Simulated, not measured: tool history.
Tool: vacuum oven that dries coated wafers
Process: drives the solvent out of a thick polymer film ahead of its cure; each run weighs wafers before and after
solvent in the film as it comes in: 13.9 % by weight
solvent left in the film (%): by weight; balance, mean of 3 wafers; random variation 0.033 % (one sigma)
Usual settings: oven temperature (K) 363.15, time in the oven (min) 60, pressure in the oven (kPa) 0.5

run,hour,oven temperature (K),time in the oven (min),pressure in the oven (kPa),solvent left in the film (%)
1,0,363.15,60,0.5,1.23
2,9.7,363.15,60,0.5,1.21
3,21,363.15,33,0.5,3.27
4,35.3,363.15,60,1.878,1.53
5,52.3,363.15,60,1.878,1.59
6,66.8,363.15,60,1.878,1.55
7,76.3,363.15,60,0.5,1.2
8,86.4,363.15,60,0.801,1.32
9,94.8,352.15,60,0.5,3.86
10,103.9,352.15,60,0.5,3.88
11,120.6,363.15,60,0.74,1.24
12,134.3,363.15,60,0.311,1.28
13,144.1,363.15,60,0.279,1.19
14,153.1,363.15,60,0.279,1.16
15,170.1,363.15,60,0.279,1.14
16,177.5,363.15,60,0.562,1.27
17,193.9,349.15,45,1.273,6.05
18,209.4,358.15,46,1.967,3.65
19,221.3,358.15,46,1.967,3.69
# hour 224.3: oven's thermocouples calibrated
20,236.4,358.15,46,1.967,4.05
21,250.5,358.15,46,1.967,4.04
22,265.9,352.15,39,0.5,6.07
# hour 273.6: oven's thermocouples calibrated, once more
23,276.5,352.15,39,0.5,4.99
24,289.4,352.15,39,0.5,5.1
25,297.9,354.15,70,1.948,2.6
26,310.2,363.15,35,0.5,2.57
27,327.4,378.15,60,0.475,0.11
28,342.3,378.15,60,0.475,0.08
29,350.5,357.15,60,0.833,2.13

3 ways to go on from here, each from the tool as it stands after run 29. What would each give?
A,358.7,353.15,50,1.885,?
B,358.7,356.15,32,0.766,?
C,358.7,353.15,72,1.182,?

run,solvent left in the film (%)
A,4.12
B,4.74
C,2.54
Without the tool's hidden state the same runs would have given:
run,solvent left in the film (%)
A,4.04
B,4.67
C,2.46
